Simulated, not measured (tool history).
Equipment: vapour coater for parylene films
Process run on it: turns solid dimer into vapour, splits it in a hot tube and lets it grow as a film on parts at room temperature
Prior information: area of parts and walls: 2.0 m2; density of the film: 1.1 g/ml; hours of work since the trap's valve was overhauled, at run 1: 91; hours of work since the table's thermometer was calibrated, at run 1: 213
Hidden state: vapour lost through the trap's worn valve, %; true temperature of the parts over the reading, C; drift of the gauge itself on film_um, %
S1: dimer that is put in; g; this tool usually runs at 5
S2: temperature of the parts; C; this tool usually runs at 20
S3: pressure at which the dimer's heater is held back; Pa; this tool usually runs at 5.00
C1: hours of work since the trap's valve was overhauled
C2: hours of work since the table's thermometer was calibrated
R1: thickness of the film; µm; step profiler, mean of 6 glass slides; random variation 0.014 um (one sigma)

run,hour,S1,S2,S3,C1,C2,R1
1,0.0,5,20,5.00,91,213,1.64
2,6.6,5,20,5.00,97,218,1.64
3,15.0,6,20,5.00,103,225,1.97
4,22.8,6,20,5.00,110,231,1.97
5,29.6,5,24,5.00,115,237,1.36
6,39.7,5,24,5.00,124,245,1.33
7,50.3,5,24,5.00,133,254,1.34
8,60.1,5,20,5.00,141,262,1.65
9,74.6,5,20,5.00,152,274,1.66
10,81.3,5,20,5.00,158,279,1.65
11,93.5,5,20,3.56,168,290,1.75
12,103.5,5,20,3.56,176,298,1.75
13,116.5,5,20,3.56,187,308,1.75
14,123.8,5,20,3.56,193,314,1.74
15,133.7,5,20,3.56,201,323,1.75
16,140.7,2,24,3.56,207,328,0.59
17,152.7,7,24,9.13,217,338,1.70
18,167.3,6,18,5.00,229,350,2.15
19,178.5,6,28,5.31,238,359,1.33
20,188.6,6,28,5.31,246,368,1.27

Here are 4 independent what-if runs from the current tool condition. What would each one return?
A,199.4,5,16,5.40,255,377,?
B,199.4,5,15,10.78,255,377,?
C,199.4,5,20,3.12,255,377,?
D,199.4,5,20,2.77,255,377,?

run,R1
A,1.97
B,1.83
C,1.79
D,1.82
The same runs, with their run-to-run variation unchanged, on a tool lacking any hidden condition would have given:
run,R1
A,1.98
B,1.83
C,1.79
D,1.83

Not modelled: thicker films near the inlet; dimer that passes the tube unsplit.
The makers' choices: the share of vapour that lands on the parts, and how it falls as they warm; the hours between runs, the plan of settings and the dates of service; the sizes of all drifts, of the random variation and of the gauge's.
